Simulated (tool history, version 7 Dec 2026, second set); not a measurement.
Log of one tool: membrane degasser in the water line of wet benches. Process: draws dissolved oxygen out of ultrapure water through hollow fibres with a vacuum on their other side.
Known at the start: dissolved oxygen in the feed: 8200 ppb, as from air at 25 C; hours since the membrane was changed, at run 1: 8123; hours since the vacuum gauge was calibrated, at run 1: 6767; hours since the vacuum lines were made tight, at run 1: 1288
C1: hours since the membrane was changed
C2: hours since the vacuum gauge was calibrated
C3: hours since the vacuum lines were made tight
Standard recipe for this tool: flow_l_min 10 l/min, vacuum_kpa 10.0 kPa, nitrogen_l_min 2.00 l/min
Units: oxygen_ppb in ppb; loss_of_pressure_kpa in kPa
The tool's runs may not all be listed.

run 1 hour=0.0 | flow_l_min=10 vacuum_kpa=10.0 nitrogen_l_min=2.00 | C1=8123 C2=6767 C3=1288 | oxygen_ppb=96.6 loss_of_pressure_kpa=34.16
run 2 hour=171.9 | flow_l_min=10 vacuum_kpa=10.0 nitrogen_l_min=2.00 | C1=8295 C2=6938 C3=1459 | oxygen_ppb=96.9 loss_of_pressure_kpa=34.49
run 3 hour=314.9 | flow_l_min=10 vacuum_kpa=10.0 nitrogen_l_min=2.00 | C1=8438 C2=7082 C3=1602 | oxygen_ppb=97.3 loss_of_pressure_kpa=34.35
run 4 hour=518.2 | flow_l_min=10 vacuum_kpa=10.0 nitrogen_l_min=3.10 | C1=8642 C2=7285 C3=1806 | oxygen_ppb=65.4 loss_of_pressure_kpa=34.07
run 5 hour=659.2 | flow_l_min=10 vacuum_kpa=10.0 nitrogen_l_min=3.10 | C1=8783 C2=7426 C3=1947 | oxygen_ppb=66.9 loss_of_pressure_kpa=34.82
-- hour=866.0 vacuum gauge calibrated
run 6 hour=884.0 | flow_l_min=11 vacuum_kpa=10.0 nitrogen_l_min=2.00 | C1=9007 C2=18 C3=2171 | oxygen_ppb=101.8 loss_of_pressure_kpa=37.99
run 7 hour=1026.0 | flow_l_min=11 vacuum_kpa=10.0 nitrogen_l_min=2.00 | C1=9149 C2=160 C3=2313 | oxygen_ppb=105.7 loss_of_pressure_kpa=38.29
run 8 hour=1271.7 | flow_l_min=11 vacuum_kpa=10.0 nitrogen_l_min=2.00 | C1=9395 C2=406 C3=2559 | oxygen_ppb=106.8 loss_of_pressure_kpa=38.17
run 9 hour=1410.6 | flow_l_min=11 vacuum_kpa=10.0 nitrogen_l_min=2.00 | C1=9534 C2=545 C3=2698 | oxygen_ppb=104.5 loss_of_pressure_kpa=37.93
run 10 hour=1557.7 | flow_l_min=7 vacuum_kpa=10.0 nitrogen_l_min=2.00 | C1=9681 C2=692 C3=2845 | oxygen_ppb=64.7 loss_of_pressure_kpa=24.44
run 11 hour=1804.1 | flow_l_min=7 vacuum_kpa=10.0 nitrogen_l_min=2.00 | C1=9927 C2=938 C3=3091 | oxygen_ppb=65.0 loss_of_pressure_kpa=24.17
run 12 hour=2051.3 | flow_l_min=8 vacuum_kpa=9.4 nitrogen_l_min=2.00 | C1=10174 C2=1185 C3=3338 | oxygen_ppb=67.6 loss_of_pressure_kpa=28.05
run 13 hour=2249.6 | flow_l_min=8 vacuum_kpa=9.4 nitrogen_l_min=2.00 | C1=10373 C2=1384 C3=3537 | oxygen_ppb=69.4 loss_of_pressure_kpa=27.95
run 14 hour=2357.6 | flow_l_min=12 vacuum_kpa=14.5 nitrogen_l_min=2.00 | C1=10481 C2=1492 C3=3645 | oxygen_ppb=188.5 loss_of_pressure_kpa=42.08
run 15 hour=2575.8 | flow_l_min=11 vacuum_kpa=10.0 nitrogen_l_min=2.00 | C1=10699 C2=1710 C3=3863 | oxygen_ppb=106.3 loss_of_pressure_kpa=38.61

4 options for the next run, each taken on its own from the tool as it stands now. Forecast them:
run A hour=2727.0 | flow_l_min=9 vacuum_kpa=10.0 nitrogen_l_min=2.00 | C1=10850 C2=1861 C3=4014 | oxygen_ppb=? loss_of_pressure_kpa=?
run B hour=2727.0 | flow_l_min=15 vacuum_kpa=10.3 nitrogen_l_min=2.00 | C1=10850 C2=1861 C3=4014 | oxygen_ppb=? loss_of_pressure_kpa=?
run C hour=2727.0 | flow_l_min=12 vacuum_kpa=10.8 nitrogen_l_min=3.41 | C1=10850 C2=1861 C3=4014 | oxygen_ppb=? loss_of_pressure_kpa=?
run D hour=2727.0 | flow_l_min=6 vacuum_kpa=10.0 nitrogen_l_min=2.00 | C1=10850 C2=1861 C3=4014 | oxygen_ppb=? loss_of_pressure_kpa=?

run=A oxygen_ppb=85.0 loss_of_pressure_kpa=31.60
run=B oxygen_ppb=161.7 loss_of_pressure_kpa=52.73
run=C oxygen_ppb=85.2 loss_of_pressure_kpa=42.05
run=D oxygen_ppb=56.5 loss_of_pressure_kpa=20.89
With the hidden condition removed and each run's random variation left untouched, the same runs would have given:
run=A oxygen_ppb=77.4 loss_of_pressure_kpa=29.32
run=B oxygen_ppb=145.2 loss_of_pressure_kpa=48.93
run=C oxygen_ppb=75.3 loss_of_pressure_kpa=39.01
run=D oxygen_ppb=51.0 loss_of_pressure_kpa=19.37
